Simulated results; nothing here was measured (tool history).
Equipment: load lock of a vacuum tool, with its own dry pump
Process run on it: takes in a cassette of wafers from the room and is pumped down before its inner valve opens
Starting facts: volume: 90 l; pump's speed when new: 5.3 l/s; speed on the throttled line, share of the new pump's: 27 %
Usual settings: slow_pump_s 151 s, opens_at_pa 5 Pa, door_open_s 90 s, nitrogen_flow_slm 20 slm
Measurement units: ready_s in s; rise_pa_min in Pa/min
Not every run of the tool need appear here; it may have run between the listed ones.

run	hour	slow_pump_s	opens_at_pa	door_open_s	nitrogen_flow_slm	incoming humidity of the room's air, %	ready_s	rise_pa_min
1	0	151	5	90	20	45.4	301.2	0.025
2	343.4	151	5	90	20	43.7	299.4	0.027
3	824	151	5	90	20	43	299.3	0.035
4	1066.6	151	5	90	20	39.9	301.2	0.03
5	1329.3	151	6	90	20	47.2	299.9	0.04
6	1577.2	151	6	90	20	42.7	298	0.034
7	1834.6	151	5	90	35	43.3	304.8	0.027
8	2173.4	151	5	90	35	43	307.6	0.039
9	2517.3	263	5	90	20	46	383.7	0.052
10	2955.5	151	5	129	20	47.8	306	0.062
11	3345.4	151	5	129	20	46.9	305.5	0.061
12	3595.7	151	5	129	20	46.7	310.1	0.06
13	3933.7	151	5	129	20	43.4	310.5	0.066
14	4249.7	151	5	129	20	46.6	307.6	0.071
15	4457.2	151	5	234	20	45.2	311	0.099
16	4904.7	151	5	90	20	47.2	308.2	0.076
17	5116.9	151	5	90	20	42.8	310.4	0.079
18	5532.4	151	6	90	20	43.2	306.8	0.086
19	5924.3	151	6	90	20	47.6	312.5	0.087
20	6265.7	105	9	74	21	40.9	270	0.089
21	6739.2	105	9	74	21	45.7	269.2	0.097
22	6983.6	105	9	74	21	43.7	269.5	0.106
23	7432.1	127	7	74	21	47.7	291.1	0.115
24	7658.8	139	7	74	6	42	300.4	0.131
25	7976.8	139	7	74	6	43.9	302.7	0.141
# hour 8193.7: dry pump taken out, an overhauled one fitted
26	8387	151	9	90	5	43.5	272.9	0.159
27	8733.5	155	6	28	4	47.4	282.2	0.143
28	8979.2	246	8	90	20	46.2	340.5	0.152
29	9476.3	246	9	145	15	43.3	341.6	0.176
30	9795	246	9	67	15	45.8	338.6	0.169
31	10051	246	9	67	15	45.7	342.1	0.171
32	10376.2	246	9	67	15	44.9	342.7	0.18
33	10606.2	246	9	67	15	44	338.2	0.189
34	10918.3	106	5	90	20	41.9	251.2	0.197
35	11199.7	81	5	31	20	40	233.7	0.194
36	11425.7	164	5	27	8	43.4	295.5	0.198

Consider 5 possible next runs. They are alternatives, not a sequence: every one starts from the tool as it was left by run 36. What does each give?
A	11896.5	164	8	27	8	44.1	?	?
B	11896.5	151	8	90	7	43.3	?	?
C	11896.5	134	4	27	8	43.5	?	?
D	11896.5	177	9	46	20	44.4	?	?
E	11896.5	285	10	90	20	46	?	?

run	ready_s	rise_pa_min
A	287.7	0.207
B	279.2	0.23
C	281	0.204
D	292	0.209
E	370.8	0.223
With no hidden state in the tool, these same runs would have given:
run	ready_s	rise_pa_min
A	282.5	0.015
B	274.2	0.039
C	275	0.014
D	287.4	0.017
E	367.5	0.031

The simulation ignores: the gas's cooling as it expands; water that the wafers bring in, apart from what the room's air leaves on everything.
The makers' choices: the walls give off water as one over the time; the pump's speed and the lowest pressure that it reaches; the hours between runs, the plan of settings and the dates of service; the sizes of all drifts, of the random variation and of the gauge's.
